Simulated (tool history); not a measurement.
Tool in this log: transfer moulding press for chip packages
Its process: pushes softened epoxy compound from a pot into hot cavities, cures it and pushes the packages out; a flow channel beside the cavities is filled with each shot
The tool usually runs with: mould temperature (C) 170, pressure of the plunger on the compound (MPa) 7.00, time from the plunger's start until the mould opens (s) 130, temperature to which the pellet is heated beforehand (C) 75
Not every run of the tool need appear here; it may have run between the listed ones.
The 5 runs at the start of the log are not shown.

run   hour  mould temperature (C)  pressure of the plunger on the compound (MPa)  time from the plunger's start until the mould opens (s)  temperature to which the pellet is heated beforehand (C)  incoming compound's hours out of the cold store  length that the compound runs in the flow channel (mm)  greatest force on the pins that push the packages out (N)
  6   43.0                    170                                           6.34                                                      130                                                        75                                             44.9                                                     480                                                        395
  7   50.9                    170                                           6.34                                                      130                                                        75                                             43.4                                                     478                                                        412
  8   57.3                    170                                           6.34                                                      130                                                        75                                              9.2                                                     550                                                        432
  9   66.1                    170                                           6.34                                                      130                                                        75                                             14.5                                                     538                                                        421
 10   75.8                    170                                           6.34                                                      130                                                        75                                             28.6                                                     510                                                        447
 11   85.4                    170                                           6.34                                                      130                                                        75                                             42.4                                                     482                                                        436
 12   91.9                    170                                           6.34                                                      130                                                        75                                             45.0                                                     475                                                        438
 13  104.2                    177                                           7.00                                                      130                                                        75                                             25.4                                                     523                                                        423
 14  116.7                    170                                           7.00                                                      130                                                        75                                             40.3                                                     515                                                        460
 15  127.5                    176                                           7.00                                                      130                                                        75                                             19.8                                                     546                                                        452
 16  140.9                    176                                           7.00                                                      130                                                        75                                             19.9                                                     538                                                        438
     150.5  -- cavities cleaned with cleaning compound and waxed
 17  152.8                    167                                           5.37                                                      131                                                        81                                             17.9                                                     489                                                        361

Estimate the outcome of run 18 from the log above:
 18  161.6                    167                                           8.54                                                      145                                                        69                                             24.0                                                       ?                                                          ?

length that the compound runs in the flow channel (mm): 604
greatest force on the pins that push the packages out (N): 342
If the tool had no hidden condition, the same run with the same run-to-run variation would have returned length that the compound runs in the flow channel (mm) 635, greatest force on the pins that push the packages out (N) 315.
